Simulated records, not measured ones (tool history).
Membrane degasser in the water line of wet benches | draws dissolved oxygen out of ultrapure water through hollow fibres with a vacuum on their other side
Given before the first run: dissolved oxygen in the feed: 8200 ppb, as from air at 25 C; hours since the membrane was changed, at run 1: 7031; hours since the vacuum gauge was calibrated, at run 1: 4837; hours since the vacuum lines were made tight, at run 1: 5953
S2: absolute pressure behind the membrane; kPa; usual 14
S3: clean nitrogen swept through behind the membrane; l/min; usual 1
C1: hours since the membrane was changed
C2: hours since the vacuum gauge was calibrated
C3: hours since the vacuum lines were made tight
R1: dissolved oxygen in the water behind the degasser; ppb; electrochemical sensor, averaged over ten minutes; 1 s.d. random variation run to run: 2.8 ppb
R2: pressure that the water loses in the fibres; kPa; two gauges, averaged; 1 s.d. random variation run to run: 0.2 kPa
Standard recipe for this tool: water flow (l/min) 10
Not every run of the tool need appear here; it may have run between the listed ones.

{"run": 1, "hour": 0.0, "water flow (l/min)": 10, "S2": 14, "S3": 1, "C1": 7031, "C2": 4837, "C3": 5953, "R1": 281, "R2": 42.1}
{"run": 2, "hour": 170.4, "water flow (l/min)": 10, "S2": 14, "S3": 1, "C1": 7202, "C2": 5008, "C3": 6124, "R1": 283.9, "R2": 41.65}
{"run": 3, "hour": 423.6, "water flow (l/min)": 10, "S2": 14, "S3": 1.25, "C1": 7455, "C2": 5261, "C3": 6377, "R1": 236.5, "R2": 42.16}
{"run": 4, "hour": 552.1, "water flow (l/min)": 10, "S2": 14, "S3": 1.25, "C1": 7584, "C2": 5389, "C3": 6505, "R1": 235.9, "R2": 41.88}
{"run": 5, "hour": 792.2, "water flow (l/min)": 10, "S2": 14, "S3": 1.25, "C1": 7824, "C2": 5629, "C3": 6746, "R1": 237.2, "R2": 42.2}
{"run": 6, "hour": 926.8, "water flow (l/min)": 10, "S2": 14, "S3": 1.25, "C1": 7958, "C2": 5764, "C3": 6880, "R1": 233, "R2": 42.19}
{"run": 7, "hour": 1035.0, "water flow (l/min)": 10, "S2": 14, "S3": 1.25, "C1": 8066, "C2": 5872, "C3": 6988, "R1": 233.4, "R2": 42.27}
{"run": 8, "hour": 1141.1, "water flow (l/min)": 10, "S2": 14, "S3": 1.25, "C1": 8173, "C2": 5978, "C3": 7094, "R1": 234.6, "R2": 42.2}
{"hour": 1197.7, "done": "vacuum gauge calibrated"}
{"run": 9, "hour": 1279.3, "water flow (l/min)": 10, "S2": 14, "S3": 1.25, "C1": 8310, "C2": 82, "C3": 7232, "R1": 233, "R2": 42.31}
{"run": 10, "hour": 1474.6, "water flow (l/min)": 10, "S2": 14, "S3": 1, "C1": 8506, "C2": 277, "C3": 7427, "R1": 281.3, "R2": 42.19}
{"run": 11, "hour": 1717.8, "water flow (l/min)": 10, "S2": 8.8, "S3": 1, "C1": 8749, "C2": 520, "C3": 7671, "R1": 165, "R2": 42.63}
{"run": 12, "hour": 1924.4, "water flow (l/min)": 10, "S2": 8.8, "S3": 1, "C1": 8955, "C2": 727, "C3": 7877, "R1": 167, "R2": 42.59}
{"run": 13, "hour": 2083.7, "water flow (l/min)": 10, "S2": 8.8, "S3": 1, "C1": 9115, "C2": 886, "C3": 8037, "R1": 162.2, "R2": 42.36}
{"run": 14, "hour": 2190.9, "water flow (l/min)": 10, "S2": 10.1, "S3": 1, "C1": 9222, "C2": 993, "C3": 8144, "R1": 195, "R2": 42.67}
{"run": 15, "hour": 2362.6, "water flow (l/min)": 10, "S2": 10.1, "S3": 1, "C1": 9394, "C2": 1165, "C3": 8315, "R1": 193.5, "R2": 42.85}
{"run": 16, "hour": 2582.8, "water flow (l/min)": 11, "S2": 10.1, "S3": 1, "C1": 9614, "C2": 1385, "C3": 8536, "R1": 212.9, "R2": 46.54}
{"run": 17, "hour": 2767.6, "water flow (l/min)": 11, "S2": 10.1, "S3": 1, "C1": 9798, "C2": 1570, "C3": 8720, "R1": 215.6, "R2": 46.85}
{"hour": 2847.6, "done": "seals of the vacuum lines changed"}
{"run": 18, "hour": 3011.1, "water flow (l/min)": 14, "S2": 12.1, "S3": 0.77, "C1": 10040, "C2": 1811, "C3": 163, "R1": 407.9, "R2": 59.82}
{"run": 19, "hour": 3161.9, "water flow (l/min)": 11, "S2": 14, "S3": 0.54, "C1": 10191, "C2": 1962, "C3": 314, "R1": 497.8, "R2": 46.98}
{"run": 20, "hour": 3413.8, "water flow (l/min)": 11, "S2": 14, "S3": 0.54, "C1": 10443, "C2": 2214, "C3": 566, "R1": 503.6, "R2": 47.46}
{"run": 21, "hour": 3580.0, "water flow (l/min)": 11, "S2": 8.6, "S3": 0.75, "C1": 10609, "C2": 2380, "C3": 732, "R1": 217.6, "R2": 47.06}
{"run": 22, "hour": 3697.1, "water flow (l/min)": 9, "S2": 14, "S3": 2.97, "C1": 10726, "C2": 2497, "C3": 849, "R1": 108.1, "R2": 38.49}
{"run": 23, "hour": 3833.9, "water flow (l/min)": 9, "S2": 14, "S3": 2.97, "C1": 10863, "C2": 2634, "C3": 986, "R1": 107.8, "R2": 38.47}
{"run": 24, "hour": 4012.1, "water flow (l/min)": 10, "S2": 12.4, "S3": 1, "C1": 11041, "C2": 2812, "C3": 1164, "R1": 246.6, "R2": 43.14}
{"run": 25, "hour": 4158.0, "water flow (l/min)": 6, "S2": 15.9, "S3": 0.89, "C1": 11187, "C2": 2958, "C3": 1310, "R1": 216.7, "R2": 26}
{"run": 26, "hour": 4280.7, "water flow (l/min)": 9, "S2": 16.8, "S3": 0.67, "C1": 11310, "C2": 3081, "C3": 1433, "R1": 437.9, "R2": 38.63}
{"run": 27, "hour": 4430.3, "water flow (l/min)": 9, "S2": 16.8, "S3": 0.67, "C1": 11459, "C2": 3231, "C3": 1583, "R1": 434.2, "R2": 39.19}
{"run": 28, "hour": 4634.2, "water flow (l/min)": 9, "S2": 16.8, "S3": 0.67, "C1": 11663, "C2": 3434, "C3": 1787, "R1": 430.4, "R2": 38.77}
{"run": 29, "hour": 4860.8, "water flow (l/min)": 9, "S2": 15.8, "S3": 0.67, "C1": 11890, "C2": 3661, "C3": 2013, "R1": 409.6, "R2": 38.99}
{"run": 30, "hour": 5109.3, "water flow (l/min)": 10, "S2": 22, "S3": 0.79, "C1": 12138, "C2": 3910, "C3": 2262, "R1": 554.9, "R2": 43.16}
{"run": 31, "hour": 5371.3, "water flow (l/min)": 10, "S2": 22, "S3": 0.79, "C1": 12400, "C2": 4172, "C3": 2524, "R1": 556.6, "R2": 43.18}
{"run": 32, "hour": 5575.2, "water flow (l/min)": 10, "S2": 9.9, "S3": 0.94, "C1": 12604, "C2": 4375, "C3": 2728, "R1": 195.5, "R2": 43.45}
{"run": 33, "hour": 5761.9, "water flow (l/min)": 10, "S2": 9.5, "S3": 2.89, "C1": 12791, "C2": 4562, "C3": 2914, "R1": 87.6, "R2": 43.51}

For some of the steps in R2 from one run to the next: how much would appear even if the tool had no hidden state, given the settings, what came in and random variation, and how much remains for the hidden state plus any gauge scatter that the measured result and the result without hidden state don't share?
What the log doesn't record here: membrane still open, %; true pressure behind the membrane over the reading, kPa; air that leaks in behind the membrane, l/min; drift of the gauge itself on oxygen_ppb, %; drift of the gauge itself on loss_of_pressure_kpa, %.
Run 17 -> 18: water flow (l/min) 11 -> 14, S2 10.1 -> 12.1, S3 1 -> 0.77, seals of the vacuum lines changed. R2 +12.97 kPa: hidden state +0.25, all else +12.72.
Run 18 -> 19: water flow (l/min) 14 -> 11, S2 12.1 -> 14, S3 0.77 -> 0.54. R2 -12.84 kPa: hidden state -0.16, all else -12.68.
Run 24 -> 25: water flow (l/min) 10 -> 6, S2 12.4 -> 15.9, S3 1 -> 0.89. R2 -17.14 kPa: hidden state -0.34, all else -16.8.
Run 25 -> 26: water flow (l/min) 6 -> 9, S2 15.9 -> 16.8, S3 0.89 -> 0.67. R2 +12.63 kPa: hidden state +0.29, all else +12.34.

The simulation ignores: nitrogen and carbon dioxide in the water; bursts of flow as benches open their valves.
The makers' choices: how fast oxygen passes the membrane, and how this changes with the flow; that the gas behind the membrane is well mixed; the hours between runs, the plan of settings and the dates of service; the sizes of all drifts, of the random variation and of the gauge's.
